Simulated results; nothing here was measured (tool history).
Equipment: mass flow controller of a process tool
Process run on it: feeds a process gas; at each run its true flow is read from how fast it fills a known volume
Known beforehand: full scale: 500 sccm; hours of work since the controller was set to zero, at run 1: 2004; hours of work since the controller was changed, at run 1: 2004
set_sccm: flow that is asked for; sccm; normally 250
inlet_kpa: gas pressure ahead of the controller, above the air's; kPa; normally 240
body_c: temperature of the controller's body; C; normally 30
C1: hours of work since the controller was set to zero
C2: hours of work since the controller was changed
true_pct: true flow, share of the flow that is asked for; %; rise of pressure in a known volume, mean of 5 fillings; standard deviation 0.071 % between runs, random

Run 1, hour 0: usual settings; C1 2004; C2 2004. Result: true_pct 100 %.
Run 2, hour 147.8: usual settings; C1 2065; C2 2065. Result: true_pct 100.17 %.
Run 3, hour 385.4: usual settings but inlet_kpa 154 kPa; C1 2165; C2 2165. Result: true_pct 99.68 %.
Run 4, hour 563.8: usual settings but inlet_kpa 154 kPa; C1 2239; C2 2239. Result: true_pct 99.58 %.
Run 5, hour 793: usual settings but inlet_kpa 154 kPa; C1 2335; C2 2335. Result: true_pct 99.7 %.
Run 6, hour 940.1: usual settings; C1 2397; C2 2397. Result: true_pct 100.21 %.
Run 7, hour 1068.3: usual settings; C1 2450; C2 2450. Result: true_pct 99.98 %.
Run 8, hour 1247.2: usual settings but set_sccm 159 sccm; C1 2525; C2 2525. Result: true_pct 99.87 %.
Run 9, hour 1485.4: usual settings but body_c 33 C; C1 2625; C2 2625. Result: true_pct 100.27 %.
Run 10, hour 1737.3: usual settings but body_c 33 C; C1 2730; C2 2730. Result: true_pct 100.25 %.
Run 11, hour 1890.5: usual settings but body_c 33 C; C1 2794; C2 2794. Result: true_pct 100.27 %.
Run 12, hour 2019.6: usual settings but body_c 33 C; C1 2848; C2 2848. Result: true_pct 100.38 %.
Run 13, hour 2207.3: usual settings but body_c 33 C; C1 2926; C2 2926. Result: true_pct 100.48 %.
Run 14, hour 2315.8: usual settings but set_sccm 177 sccm, body_c 34 C; C1 2972; C2 2972. Result: true_pct 100.17 %.
Run 15, hour 2495.4: usual settings but set_sccm 177 sccm, body_c 34 C; C1 3047; C2 3047. Result: true_pct 100.24 %.
Run 16, hour 2672.5: usual settings but set_sccm 177 sccm, body_c 34 C; C1 3121; C2 3121. Result: true_pct 100.11 %.
Run 17, hour 2907.6: usual settings but set_sccm 167 sccm, inlet_kpa 151 kPa, body_c 27 C; C1 3219; C2 3219. Result: true_pct 99.3 %.
Run 18, hour 3048.4: usual settings but set_sccm 167 sccm, inlet_kpa 151 kPa, body_c 27 C; C1 3278; C2 3278. Result: true_pct 99.37 %.
Run 19, hour 3182.3: usual settings but set_sccm 60 sccm, inlet_kpa 146 kPa, body_c 27 C; C1 3334; C2 3334. Result: true_pct 99.12 %.
Run 20, hour 3310.5: usual settings but set_sccm 60 sccm, inlet_kpa 146 kPa, body_c 27 C; C1 3388; C2 3388. Result: true_pct 99.17 %.
Run 21, hour 3433.2: usual settings but set_sccm 395 sccm, inlet_kpa 204 kPa, body_c 39 C; C1 3439; C2 3439. Result: true_pct 100.71 %.

Run 22 has not been measured yet. What should we expect?
Run 22, hour 3569.5: usual settings but set_sccm 395 sccm, inlet_kpa 204 kPa, body_c 39 C; C1 3496; C2 3496. Result: true_pct ?.

{"run 22": {"true_pct": 100.68}}
Take away the tool's hidden state, keep the run-to-run variation as it was, and the same run would have given true_pct 100.68 %.
